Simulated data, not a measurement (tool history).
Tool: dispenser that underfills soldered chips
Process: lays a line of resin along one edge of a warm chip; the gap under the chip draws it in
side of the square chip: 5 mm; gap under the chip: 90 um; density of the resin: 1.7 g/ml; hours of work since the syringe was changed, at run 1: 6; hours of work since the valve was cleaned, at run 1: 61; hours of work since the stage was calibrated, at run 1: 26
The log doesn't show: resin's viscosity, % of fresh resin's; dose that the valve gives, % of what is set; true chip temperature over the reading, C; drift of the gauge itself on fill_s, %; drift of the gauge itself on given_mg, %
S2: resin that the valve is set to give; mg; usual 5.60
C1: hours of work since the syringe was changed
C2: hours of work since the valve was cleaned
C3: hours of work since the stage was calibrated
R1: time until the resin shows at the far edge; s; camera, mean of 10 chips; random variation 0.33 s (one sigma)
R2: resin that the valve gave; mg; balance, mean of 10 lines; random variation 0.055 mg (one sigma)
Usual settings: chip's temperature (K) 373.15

Run 1, hour 0.0: usual settings; C1 6; C2 61; C3 26. Result: R1 19.1 s, R2 5.30 mg.
Run 2, hour 3.2: usual settings; C1 8; C2 63; C3 28. Result: R1 21.0 s, R2 5.30 mg.
At hour 7.1: new syringe of resin.
Run 3, hour 9.3: usual settings; C1 1; C2 67; C3 32. Result: R1 14.1 s, R2 5.28 mg.
Run 4, hour 15.8: usual settings but chip's temperature (K) 379.15; C1 6; C2 71; C3 36. Result: R1 14.7 s, R2 5.32 mg.
Run 5, hour 19.7: usual settings; C1 9; C2 74; C3 39. Result: R1 22.1 s, R2 5.29 mg.
At hour 22.3: new syringe of resin.
Run 6, hour 24.4: usual settings but S2 7.03 mg; C1 1; C2 77; C3 42. Result: R1 14.1 s, R2 6.55 mg.
Run 7, hour 31.6: usual settings but S2 7.03 mg; C1 6; C2 82; C3 47. Result: R1 17.5 s, R2 6.43 mg.
At hour 37.9: new syringe of resin.
Run 8, hour 38.3: usual settings; C1 0; C2 86; C3 51. Result: R1 13.7 s, R2 5.23 mg.
Run 9, hour 42.5: usual settings; C1 3; C2 89; C3 54. Result: R1 16.0 s, R2 5.20 mg.
Run 10, hour 48.8: usual settings; C1 7; C2 93; C3 58. Result: R1 21.3 s, R2 5.23 mg.
At hour 53.2: new syringe of resin.
Run 11, hour 54.8: usual settings; C1 1; C2 97; C3 62. Result: R1 14.9 s, R2 5.07 mg.
Run 12, hour 57.9: usual settings but chip's temperature (K) 364.15; C1 3; C2 99; C3 64. Result: R1 24.9 s, R2 5.18 mg.
Run 13, hour 61.0: usual settings but chip's temperature (K) 362.15; C1 5; C2 101; C3 66. Result: R1 30.2 s, R2 5.21 mg.
Run 14, hour 67.9: usual settings but chip's temperature (K) 362.15; C1 10; C2 106; C3 71. Result: R1 38.9 s, R2 5.14 mg.
At hour 68.6: new syringe of resin.
Run 15, hour 73.6: usual settings but chip's temperature (K) 361.15; C1 3; C2 110; C3 75. Result: R1 28.2 s, R2 5.10 mg.
Run 16, hour 79.8: usual settings; C1 8; C2 114; C3 79. Result: R1 21.7 s, R2 5.06 mg.
At hour 84.1: new syringe of resin.
Run 17, hour 85.4: usual settings; C1 1; C2 117; C3 82. Result: R1 14.8 s, R2 4.98 mg.
Run 18, hour 91.4: usual settings; C1 5; C2 121; C3 86. Result: R1 18.1 s, R2 4.99 mg.
Run 19, hour 95.5: usual settings but chip's temperature (K) 378.15, S2 6.05 mg; C1 8; C2 124; C3 89. Result: R1 17.0 s, R2 5.44 mg.
At hour 99.5: new syringe of resin.
Run 20, hour 99.7: usual settings but chip's temperature (K) 382.15, S2 6.16 mg; C1 0; C2 127; C3 92. Result: R1 9.3 s, R2 5.58 mg.
Run 21, hour 103.6: usual settings but chip's temperature (K) 372.15, S2 5.89 mg; C1 3; C2 129; C3 94. Result: R1 16.6 s, R2 5.24 mg.
Run 22, hour 110.0: usual settings but chip's temperature (K) 385.15, S2 5.63 mg; C1 7; C2 134; C3 99. Result: R1 12.5 s, R2 4.97 mg.
At hour 114.9: new syringe of resin.
Run 23, hour 115.0: usual settings but chip's temperature (K) 362.15; C1 0; C2 137; C3 102. Result: R1 22.9 s, R2 5.10 mg.
Run 24, hour 119.6: usual settings but chip's temperature (K) 386.15, S2 6.44 mg; C1 3; C2 140; C3 105. Result: R1 9.6 s, R2 5.75 mg.
Run 25, hour 124.6: usual settings but S2 5.61 mg; C1 7; C2 143; C3 108. Result: R1 20.3 s, R2 4.94 mg.
Run 26, hour 129.1: usual settings but S2 5.61 mg; C1 10; C2 146; C3 111. Result: R1 23.2 s, R2 4.84 mg.
At hour 130.2: new syringe of resin.
At hour 131.8: dispensing valve cleaned and set on the balance.
Run 27, hour 136.2: usual settings but chip's temperature (K) 380.15, S2 5.09 mg; C1 3; C2 3; C3 115. Result: R1 13.1 s, R2 5.07 mg.
Run 28, hour 140.8: usual settings but S2 4.81 mg; C1 6; C2 6; C3 118. Result: R1 21.1 s, R2 4.76 mg.
Run 29, hour 145.4: usual settings but S2 4.81 mg; C1 10; C2 9; C3 121. Result: R1 24.1 s, R2 4.76 mg.
At hour 147.1: new syringe of resin.
Run 30, hour 150.7: usual settings but chip's temperature (K) 382.15, S2 4.86 mg; C1 2; C2 13; C3 125. Result: R1 11.3 s, R2 4.83 mg.
Run 31, hour 157.8: usual settings but chip's temperature (K) 367.15, S2 4.89 mg; C1 7; C2 17; C3 130. Result: R1 28.1 s, R2 4.69 mg.
At hour 162.6: new syringe of resin.
Run 32, hour 165.4: usual settings but chip's temperature (K) 367.15, S2 4.89 mg; C1 2; C2 22; C3 135. Result: R1 21.2 s, R2 4.79 mg.
Run 33, hour 169.3: usual settings but chip's temperature (K) 380.15, S2 5.20 mg; C1 5; C2 25; C3 137. Result: R1 13.0 s, R2 5.06 mg.
Run 34, hour 175.9: usual settings but chip's temperature (K) 380.15, S2 5.20 mg; C1 9; C2 29; C3 142. Result: R1 17.4 s, R2 5.05 mg.
At hour 178.4: new syringe of resin.
Run 35, hour 182.1: usual settings but chip's temperature (K) 362.15; C1 2; C2 33; C3 146. Result: R1 25.9 s, R2 5.51 mg.

Hidden state at the last listed run before each entry between runs and at the first one after, where it differs:
Between runs 2 and 3: new syringe of resin (hour 7.1)
  resin's viscosity, % of fresh resin's: 156.9 -> 108.5; dose that the valve gives, % of what is set: 94.91 -> 94.59; true chip temperature over the reading, C: -0.25 -> -0.27
  measured less the result without the state, R1: +8.1 -> +1.5 s; R2: -0.29 -> -0.31 mg
Between runs 5 and 6: new syringe of resin (hour 22.3)
  resin's viscosity, % of fresh resin's: 159.2 -> 106.2; dose that the valve gives, % of what is set: 94.04 -> 93.8; true chip temperature over the reading, C: -0.3 -> -0.31
  measured less the result without the state, R1: +8.6 -> +1.1 s; R2: -0.33 -> -0.43 mg
Between runs 7 and 8: new syringe of resin (hour 37.9)
  resin's viscosity, % of fresh resin's: 138.3 -> 100; dose that the valve gives, % of what is set: 93.38 -> 93.06; true chip temperature over the reading, C: -0.33 -> -0.35
  measured less the result without the state, R1: +5.3 -> +0.4 s; R2: -0.46 -> -0.39 mg
Between runs 10 and 11: new syringe of resin (hour 53.2)
  resin's viscosity, % of fresh resin's: 147.5 -> 107.3; dose that the valve gives, % of what is set: 92.48 -> 92.15; true chip temperature over the reading, C: -0.38 -> -0.4
  measured less the result without the state, R1: +7.2 -> +1.5 s; R2: -0.42 -> -0.43 mg
Between runs 14 and 15: new syringe of resin (hour 68.6)
  resin's viscosity, % of fresh resin's: 173.5 -> 120.8; dose that the valve gives, % of what is set: 91.43 -> 91.13; true chip temperature over the reading, C: -0.43 -> -0.45
  measured less the result without the state, R1: +17.5 -> +5.8 s; R2: -0.48 -> -0.49 mg
Between runs 16 and 17: new syringe of resin (hour 84.1)
  resin's viscosity, % of fresh resin's: 151.5 -> 103.9; dose that the valve gives, % of what is set: 90.78 -> 90.47; true chip temperature over the reading, C: -0.47 -> -0.48
  measured less the result without the state, R1: +7.8 -> +1.2 s; R2: -0.52 -> -0.52 mg
Between runs 19 and 20: new syringe of resin (hour 99.5)
  resin's viscosity, % of fresh resin's: 150.5 -> 100.3; dose that the valve gives, % of what is set: 89.89 -> 89.67; true chip temperature over the reading, C: -0.51 -> -0.52
  measured less the result without the state, R1: +6.0 -> +0.4 s; R2: -0.61 -> -0.64 mg
Between runs 22 and 23: new syringe of resin (hour 114.9)
  resin's viscosity, % of fresh resin's: 146.2 -> 100.6; dose that the valve gives, % of what is set: 89.13 -> 88.86; true chip temperature over the reading, C: -0.55 -> -0.57
  measured less the result without the state, R1: +4.3 -> +1.3 s; R2: -0.61 -> -0.63 mg
Between runs 26 and 27: new syringe of resin (hour 130.2); dispensing valve cleaned and set on the balance (hour 131.8)
  resin's viscosity, % of fresh resin's: 169 -> 121.4; dose that the valve gives, % of what is set: 88.09 -> 100.15; true chip temperature over the reading, C: -0.61 -> -0.62
  measured less the result without the state, R1: +10.4 -> +2.4 s; R2: -0.67 -> +0.01 mg
Between runs 29 and 30: new syringe of resin (hour 147.1)
  resin's viscosity, % of fresh resin's: 170.4 -> 114.7; dose that the valve gives, % of what is set: 99.62 -> 99.33; true chip temperature over the reading, C: -0.65 -> -0.66
  measured less the result without the state, R1: +10.2 -> +1.8 s; R2: -0.01 -> -0.03 mg
Between runs 31 and 32: new syringe of resin (hour 162.6)
  resin's viscosity, % of fresh resin's: 148.9 -> 111.3; dose that the valve gives, % of what is set: 98.92 -> 98.55; true chip temperature over the reading, C: -0.68 -> -0.7
  measured less the result without the state, R1: +9.7 -> +2.8 s; R2: -0.05 -> -0.08 mg
Between runs 34 and 35: new syringe of resin (hour 178.4)
  resin's viscosity, % of fresh resin's: 163.1 -> 113.9; dose that the valve gives, % of what is set: 97.97 -> 97.66; true chip temperature over the reading, C: -0.73 -> -0.75
  measured less the result without the state, R1: +6.9 -> +4.0 s; R2: -0.10 -> -0.14 mg
